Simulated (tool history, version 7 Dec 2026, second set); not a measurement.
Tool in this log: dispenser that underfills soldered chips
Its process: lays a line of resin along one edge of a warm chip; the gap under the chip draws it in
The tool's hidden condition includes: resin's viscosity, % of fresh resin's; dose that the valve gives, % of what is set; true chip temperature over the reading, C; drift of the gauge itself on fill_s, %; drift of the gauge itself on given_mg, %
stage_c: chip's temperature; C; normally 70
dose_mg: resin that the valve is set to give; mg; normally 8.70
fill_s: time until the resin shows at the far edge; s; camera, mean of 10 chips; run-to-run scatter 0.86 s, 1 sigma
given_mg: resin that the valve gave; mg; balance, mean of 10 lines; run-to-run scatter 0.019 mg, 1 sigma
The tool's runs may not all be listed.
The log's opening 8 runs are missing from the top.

run,hour,stage_c,dose_mg,hours of work since the syringe was changed,hours of work since the valve was cleaned,hours of work since the stage was calibrated,fill_s,given_mg
9,62.6,85,8.70,11,26,223,85.1,8.54
# hour 64.9: new syringe of resin
10,70.5,85,8.70,4,32,228,60.7,8.50
11,78.4,70,8.70,10,37,234,132.1,8.43
# hour 82.4: new syringe of resin
12,87.7,60,8.70,4,44,240,144.5,8.45
13,96.6,60,9.51,10,50,247,195.5,9.15
# hour 99.7: new syringe of resin
# hour 102.4: dispensing valve cleaned and set on the balance
14,103.5,60,9.51,2,1,251,128.2,9.51
15,113.5,60,9.51,9,8,258,182.6,9.48
# hour 117.7: new syringe of resin
16,123.4,60,9.51,4,15,265,147.0,9.43
17,132.3,64,10.72,10,21,271,170.8,10.56
# hour 135.0: new syringe of resin
18,141.5,71,7.78,5,28,278,103.0,7.63

Run 19, settings as shown, results not yet in. Your forecast:
19,147.2,79,8.77,9,32,282,?,?

{"run 19": {"fill_s": 96.0, "given_mg": 8.58}}
Without the tool's hidden state the same run would have given fill_s 60.6 s, given_mg 8.78 mg.
